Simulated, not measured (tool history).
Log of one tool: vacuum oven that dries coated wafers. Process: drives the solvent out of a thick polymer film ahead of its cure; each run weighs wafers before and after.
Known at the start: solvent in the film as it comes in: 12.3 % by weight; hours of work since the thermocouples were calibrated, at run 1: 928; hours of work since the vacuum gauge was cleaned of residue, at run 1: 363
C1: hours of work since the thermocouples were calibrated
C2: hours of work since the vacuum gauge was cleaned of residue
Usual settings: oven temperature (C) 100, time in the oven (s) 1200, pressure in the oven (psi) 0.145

Run 1, hour 0.0: usual settings; C1 928; C2 363. Result: solvent left in the film (%) 2.13.
Run 2, hour 37.5: usual settings; C1 948; C2 383. Result: solvent left in the film (%) 2.11.
Run 3, hour 72.0: usual settings but pressure in the oven (psi) 0.432; C1 966; C2 401. Result: solvent left in the film (%) 3.06.
Run 4, hour 103.9: usual settings but oven temperature (C) 87; C1 983; C2 418. Result: solvent left in the film (%) 5.03.
Run 5, hour 131.8: usual settings but time in the oven (s) 1560; C1 997; C2 433. Result: solvent left in the film (%) 1.51.
Run 6, hour 160.5: usual settings; C1 1012; C2 448. Result: solvent left in the film (%) 2.16.
Run 7, hour 179.6: usual settings but time in the oven (s) 1860; C1 1023; C2 458. Result: solvent left in the film (%) 1.20.
Run 8, hour 218.9: usual settings but time in the oven (s) 1860; C1 1043; C2 478. Result: solvent left in the film (%) 1.14.
Run 9, hour 237.9: usual settings but time in the oven (s) 1860; C1 1053; C2 488. Result: solvent left in the film (%) 1.18.
Run 10, hour 261.0: usual settings but time in the oven (s) 1860; C1 1065; C2 501. Result: solvent left in the film (%) 1.19.
Run 11, hour 295.5: usual settings; C1 1084; C2 519. Result: solvent left in the film (%) 2.23.
Run 12, hour 323.1: usual settings; C1 1098; C2 533. Result: solvent left in the film (%) 2.17.
Run 13, hour 354.2: usual settings but time in the oven (s) 660; C1 1115; C2 550. Result: solvent left in the film (%) 4.23.
Run 14, hour 373.1: usual settings but pressure in the oven (psi) 0.084; C1 1124; C2 560. Result: solvent left in the film (%) 1.96.
Run 15, hour 398.9: usual settings but pressure in the oven (psi) 0.084; C1 1138; C2 573. Result: solvent left in the film (%) 2.08.
Run 16, hour 428.6: usual settings; C1 1154; C2 589. Result: solvent left in the film (%) 2.24.
Run 17, hour 457.4: usual settings; C1 1169; C2 604. Result: solvent left in the film (%) 2.19.
Run 18, hour 486.4: usual settings but pressure in the oven (psi) 0.344; C1 1184; C2 619. Result: solvent left in the film (%) 2.78.
Run 19, hour 527.5: usual settings but pressure in the oven (psi) 0.344; C1 1206; C2 641. Result: solvent left in the film (%) 2.80.
Run 20, hour 547.3: usual settings; C1 1216; C2 651. Result: solvent left in the film (%) 2.20.
Run 21, hour 581.9: usual settings but time in the oven (s) 1980; C1 1234; C2 670. Result: solvent left in the film (%) 1.12.
Run 22, hour 621.0: usual settings but time in the oven (s) 1980; C1 1255; C2 690. Result: solvent left in the film (%) 1.17.
Run 23, hour 643.5: usual settings but time in the oven (s) 900; C1 1267; C2 702. Result: solvent left in the film (%) 3.11.
At hour 652.3: oven's thermocouples calibrated.
Run 24, hour 678.1: usual settings; C1 14; C2 719. Result: solvent left in the film (%) 1.92.
Run 25, hour 713.8: usual settings; C1 32; C2 738. Result: solvent left in the film (%) 1.98.
Run 26, hour 749.1: usual settings but oven temperature (C) 98, time in the oven (s) 1620, pressure in the oven (psi) 0.125; C1 51; C2 757. Result: solvent left in the film (%) 1.57.
Run 27, hour 788.3: usual settings but oven temperature (C) 98, time in the oven (s) 840, pressure in the oven (psi) 0.158; C1 72; C2 777. Result: solvent left in the film (%) 3.50.
Run 28, hour 818.8: usual settings but oven temperature (C) 89, time in the oven (s) 1500, pressure in the oven (psi) 0.555; C1 88; C2 793. Result: solvent left in the film (%) 5.09.
Run 29, hour 856.9: usual settings but oven temperature (C) 104, time in the oven (s) 1980; C1 108; C2 813. Result: solvent left in the film (%) 0.75.
Run 30, hour 892.0: usual settings but oven temperature (C) 104, time in the oven (s) 1980; C1 126; C2 832. Result: solvent left in the film (%) 0.74.
Run 31, hour 909.2: usual settings but oven temperature (C) 92, time in the oven (s) 1320, pressure in the oven (psi) 0.175; C1 135; C2 841. Result: solvent left in the film (%) 3.48.
Run 32, hour 942.9: usual settings but oven temperature (C) 92, time in the oven (s) 1320, pressure in the oven (psi) 0.175; C1 153; C2 859. Result: solvent left in the film (%) 3.55.
Run 33, hour 975.7: usual settings but oven temperature (C) 92, time in the oven (s) 960, pressure in the oven (psi) 0.080; C1 170; C2 876. Result: solvent left in the film (%) 4.29.
Run 34, hour 996.7: usual settings but oven temperature (C) 92, time in the oven (s) 960, pressure in the oven (psi) 0.080; C1 181; C2 887. Result: solvent left in the film (%) 4.14.
Run 35, hour 1025.0: usual settings but oven temperature (C) 92, time in the oven (s) 960, pressure in the oven (psi) 0.080; C1 196; C2 902. Result: solvent left in the film (%) 4.32.
Run 36, hour 1045.5: usual settings but oven temperature (C) 96, time in the oven (s) 1140, pressure in the oven (psi) 0.409; C1 207; C2 913. Result: solvent left in the film (%) 3.74.
Run 37, hour 1080.5: usual settings but oven temperature (C) 96, time in the oven (s) 1140, pressure in the oven (psi) 0.409; C1 226; C2 931. Result: solvent left in the film (%) 3.80.
Run 38, hour 1105.4: usual settings but time in the oven (s) 1740, pressure in the oven (psi) 0.409; C1 239; C2 944. Result: solvent left in the film (%) 2.04.
Run 39, hour 1135.4: usual settings but oven temperature (C) 112, pressure in the oven (psi) 0.296; C1 254; C2 960. Result: solvent left in the film (%) 0.89.
Run 40, hour 1167.5: usual settings but oven temperature (C) 112, pressure in the oven (psi) 0.296; C1 271; C2 977. Result: solvent left in the film (%) 0.97.
Run 41, hour 1184.9: usual settings but oven temperature (C) 90, time in the oven (s) 780, pressure in the oven (psi) 0.197; C1 281; C2 986. Result: solvent left in the film (%) 5.76.
Run 42, hour 1226.3: usual settings but oven temperature (C) 90, time in the oven (s) 780, pressure in the oven (psi) 0.197; C1 302; C2 1008. Result: solvent left in the film (%) 6.00.
Run 43, hour 1251.4: usual settings but oven temperature (C) 93, time in the oven (s) 780, pressure in the oven (psi) 0.231; C1 316; C2 1021. Result: solvent left in the film (%) 5.21.
Run 44, hour 1277.3: usual settings but oven temperature (C) 111, time in the oven (s) 1980, pressure in the oven (psi) 0.231; C1 329; C2 1035. Result: solvent left in the film (%) 0.63.
Run 45, hour 1318.0: usual settings but oven temperature (C) 96, time in the oven (s) 660, pressure in the oven (psi) 0.542; C1 351; C2 1056. Result: solvent left in the film (%) 5.89.
Run 46, hour 1346.7: usual settings but time in the oven (s) 900; C1 366; C2 1071. Result: solvent left in the film (%) 2.97.
Run 47, hour 1369.3: usual settings but time in the oven (s) 900; C1 378; C2 1083. Result: solvent left in the film (%) 2.89.

4 ways to go on from here, each from the tool as it stands after run 47. What would each give?
Run A, hour 1387.6: usual settings but oven temperature (C) 85; C1 387; C2 1093. Result: solvent left in the film (%) ?.
Run B, hour 1387.6: usual settings but oven temperature (C) 88, time in the oven (s) 900, pressure in the oven (psi) 0.073; C1 387; C2 1093. Result: solvent left in the film (%) ?.
Run C, hour 1387.6: usual settings but pressure in the oven (psi) 0.367; C1 387; C2 1093. Result: solvent left in the film (%) ?.
Run D, hour 1387.6: usual settings but oven temperature (C) 103, time in the oven (s) 840, pressure in the oven (psi) 0.112; C1 387; C2 1093. Result: solvent left in the film (%) ?.

run  solvent left in the film (%)
  A                          5.58
  B                          5.40
  C                          2.70
  D                          2.53
Without the tool's hidden state the same runs would have given:
run  solvent left in the film (%)
  A                          5.21
  B                          5.08
  C                          2.41
  D                          2.25
